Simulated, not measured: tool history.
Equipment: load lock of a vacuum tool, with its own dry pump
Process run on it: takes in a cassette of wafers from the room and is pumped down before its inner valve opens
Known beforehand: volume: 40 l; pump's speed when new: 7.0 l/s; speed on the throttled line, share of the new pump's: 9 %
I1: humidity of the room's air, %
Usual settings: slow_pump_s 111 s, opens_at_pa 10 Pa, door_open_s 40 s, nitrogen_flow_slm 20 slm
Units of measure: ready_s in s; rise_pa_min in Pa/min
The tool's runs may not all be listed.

run 1 hour=0 | slow_pump_s=111 opens_at_pa=10 door_open_s=40 nitrogen_flow_slm=20 | I1=43.4 | ready_s=153.7 rise_pa_min=0.034
run 2 hour=94.1 | slow_pump_s=111 opens_at_pa=10 door_open_s=40 nitrogen_flow_slm=20 | I1=43.1 | ready_s=152.8 rise_pa_min=0.037
run 3 hour=255.2 | slow_pump_s=111 opens_at_pa=10 door_open_s=40 nitrogen_flow_slm=20 | I1=46.4 | ready_s=153.3 rise_pa_min=0.031
run 4 hour=385.7 | slow_pump_s=111 opens_at_pa=10 door_open_s=40 nitrogen_flow_slm=25 | I1=44 | ready_s=153.8 rise_pa_min=0.032
run 5 hour=482.3 | slow_pump_s=111 opens_at_pa=10 door_open_s=37 nitrogen_flow_slm=20 | I1=42.1 | ready_s=154.8 rise_pa_min=0.033
run 6 hour=588.8 | slow_pump_s=111 opens_at_pa=10 door_open_s=37 nitrogen_flow_slm=20 | I1=42.1 | ready_s=154.5 rise_pa_min=0.026
run 7 hour=766.6 | slow_pump_s=111 opens_at_pa=10 door_open_s=37 nitrogen_flow_slm=20 | I1=46.4 | ready_s=154.2 rise_pa_min=0.03
run 8 hour=879.6 | slow_pump_s=111 opens_at_pa=13 door_open_s=40 nitrogen_flow_slm=20 | I1=43.5 | ready_s=153.9 rise_pa_min=0.031
run 9 hour=980.2 | slow_pump_s=111 opens_at_pa=13 door_open_s=40 nitrogen_flow_slm=20 | I1=44.5 | ready_s=152.6 rise_pa_min=0.036
run 10 hour=1174.8 | slow_pump_s=111 opens_at_pa=13 door_open_s=40 nitrogen_flow_slm=20 | I1=44.6 | ready_s=152.6 rise_pa_min=0.026
run 11 hour=1356.8 | slow_pump_s=87 opens_at_pa=10 door_open_s=91 nitrogen_flow_slm=20 | I1=45 | ready_s=131.6 rise_pa_min=0.06
run 12 hour=1517.9 | slow_pump_s=97 opens_at_pa=10 door_open_s=207 nitrogen_flow_slm=25 | I1=49.6 | ready_s=141.6 rise_pa_min=0.107
run 13 hour=1730.8 | slow_pump_s=178 opens_at_pa=10 door_open_s=40 nitrogen_flow_slm=18 | I1=46.4 | ready_s=217 rise_pa_min=0.038
run 14 hour=1941.2 | slow_pump_s=111 opens_at_pa=10 door_open_s=29 nitrogen_flow_slm=20 | I1=46 | ready_s=155.5 rise_pa_min=0.031
run 15 hour=2041.1 | slow_pump_s=111 opens_at_pa=12 door_open_s=83 nitrogen_flow_slm=4 | I1=47.9 | ready_s=154.1 rise_pa_min=0.099
run 16 hour=2251.9 | slow_pump_s=111 opens_at_pa=10 door_open_s=40 nitrogen_flow_slm=43 | I1=47.1 | ready_s=154.9 rise_pa_min=0.028
run 17 hour=2447.2 | slow_pump_s=99 opens_at_pa=10 door_open_s=40 nitrogen_flow_slm=7 | I1=46.1 | ready_s=143.4 rise_pa_min=0.053
run 18 hour=2668.6 | slow_pump_s=111 opens_at_pa=12 door_open_s=40 nitrogen_flow_slm=5 | I1=45.7 | ready_s=152.7 rise_pa_min=0.059
run 19 hour=2798.5 | slow_pump_s=79 opens_at_pa=9 door_open_s=224 nitrogen_flow_slm=9 | I1=45.7 | ready_s=126.3 rise_pa_min=0.165
run 20 hour=3027.3 | slow_pump_s=79 opens_at_pa=9 door_open_s=224 nitrogen_flow_slm=9 | I1=45.6 | ready_s=125.9 rise_pa_min=0.159

Below are 4 alternative next runs, each starting from the tool's condition after run 20. Predict each:
run A hour=3187 | slow_pump_s=171 opens_at_pa=9 door_open_s=64 nitrogen_flow_slm=10 | I1=45.9 | ready_s=? rise_pa_min=?
run B hour=3187 | slow_pump_s=159 opens_at_pa=16 door_open_s=40 nitrogen_flow_slm=38 | I1=45.1 | ready_s=? rise_pa_min=?
run C hour=3187 | slow_pump_s=144 opens_at_pa=8 door_open_s=40 nitrogen_flow_slm=17 | I1=43.4 | ready_s=? rise_pa_min=?
run D hour=3187 | slow_pump_s=115 opens_at_pa=10 door_open_s=40 nitrogen_flow_slm=11 | I1=41.4 | ready_s=? rise_pa_min=?

run=A ready_s=209.4 rise_pa_min=0.07
run=B ready_s=193.9 rise_pa_min=0.03
run=C ready_s=185.8 rise_pa_min=0.035
run=D ready_s=158.4 rise_pa_min=0.044
Without the tool's hidden state the same runs would have given:
run=A ready_s=209.4 rise_pa_min=0.069
run=B ready_s=193.9 rise_pa_min=0.03
run=C ready_s=185.7 rise_pa_min=0.035
run=D ready_s=158.3 rise_pa_min=0.043

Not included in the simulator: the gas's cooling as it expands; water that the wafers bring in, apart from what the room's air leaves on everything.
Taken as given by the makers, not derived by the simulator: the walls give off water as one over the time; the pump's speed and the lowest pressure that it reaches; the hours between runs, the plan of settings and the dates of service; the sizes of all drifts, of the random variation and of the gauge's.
